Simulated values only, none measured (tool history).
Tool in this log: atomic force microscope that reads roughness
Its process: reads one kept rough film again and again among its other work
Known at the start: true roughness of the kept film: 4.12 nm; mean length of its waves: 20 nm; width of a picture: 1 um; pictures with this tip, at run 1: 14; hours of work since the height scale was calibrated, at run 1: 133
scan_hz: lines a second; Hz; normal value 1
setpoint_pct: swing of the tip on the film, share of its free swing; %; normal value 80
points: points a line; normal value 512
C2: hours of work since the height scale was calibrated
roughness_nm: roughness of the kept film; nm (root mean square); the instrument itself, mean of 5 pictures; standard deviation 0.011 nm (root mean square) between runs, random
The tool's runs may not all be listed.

run 1 hour=0 | scan_hz=1 setpoint_pct=80 points=512 | pictures_with_this_tip=14 C2=133 | roughness_nm=2.477
run 2 hour=4.6 | scan_hz=1 setpoint_pct=80 points=512 | pictures_with_this_tip=22 C2=135 | roughness_nm=2.373
run 3 hour=8.7 | scan_hz=1 setpoint_pct=80 points=704 | pictures_with_this_tip=30 C2=138 | roughness_nm=2.325
run 4 hour=14.7 | scan_hz=1 setpoint_pct=80 points=704 | pictures_with_this_tip=41 C2=141 | roughness_nm=2.215
run 5 hour=19.6 | scan_hz=1 setpoint_pct=80 points=704 | pictures_with_this_tip=50 C2=144 | roughness_nm=2.142
run 6 hour=26.9 | scan_hz=1 setpoint_pct=80 points=704 | pictures_with_this_tip=64 C2=149 | roughness_nm=2.045
run 7 hour=32.1 | scan_hz=1 setpoint_pct=80 points=704 | pictures_with_this_tip=73 C2=152 | roughness_nm=1.979
-- hour=33.6 height scale calibrated on a step standard
run 8 hour=41.7 | scan_hz=1 setpoint_pct=80 points=434 | pictures_with_this_tip=89 C2=5 | roughness_nm=1.853
run 9 hour=46 | scan_hz=2.41 setpoint_pct=68 points=512 | pictures_with_this_tip=97 C2=7 | roughness_nm=1.791
run 10 hour=54.3 | scan_hz=0.59 setpoint_pct=80 points=512 | pictures_with_this_tip=112 C2=13 | roughness_nm=1.788
-- hour=63.1 height scale calibrated on a step standard, once more
run 11 hour=63.1 | scan_hz=0.65 setpoint_pct=69 points=512 | pictures_with_this_tip=126 C2=0 | roughness_nm=1.771
-- hour=68.1 new tip fitted
run 12 hour=68.7 | scan_hz=0.65 setpoint_pct=69 points=512 | pictures_with_this_tip=1 C2=3 | roughness_nm=2.804
run 13 hour=74.7 | scan_hz=1.25 setpoint_pct=69 points=862 | pictures_with_this_tip=12 C2=7 | roughness_nm=2.614
run 14 hour=78.5 | scan_hz=2.35 setpoint_pct=70 points=862 | pictures_with_this_tip=19 C2=9 | roughness_nm=2.404
run 15 hour=85 | scan_hz=2.35 setpoint_pct=70 points=862 | pictures_with_this_tip=31 C2=13 | roughness_nm=2.301

How would selected steps in roughness_nm from run to run divide? Give the signed amount a tool lacking its hidden state would still show from settings, what came in and random variation, and the signed amount left for the hidden state, including any gauge scatter that is not in both of the compared results.
Hidden state at play: radius of the tip, nm; height scale over the true one, %; drift of the gauge itself on roughness_nm, %.
Run 11 -> 12: new tip fitted. roughness_nm +1.033 nm (root mean square): hidden state +1.053, all else -0.02.

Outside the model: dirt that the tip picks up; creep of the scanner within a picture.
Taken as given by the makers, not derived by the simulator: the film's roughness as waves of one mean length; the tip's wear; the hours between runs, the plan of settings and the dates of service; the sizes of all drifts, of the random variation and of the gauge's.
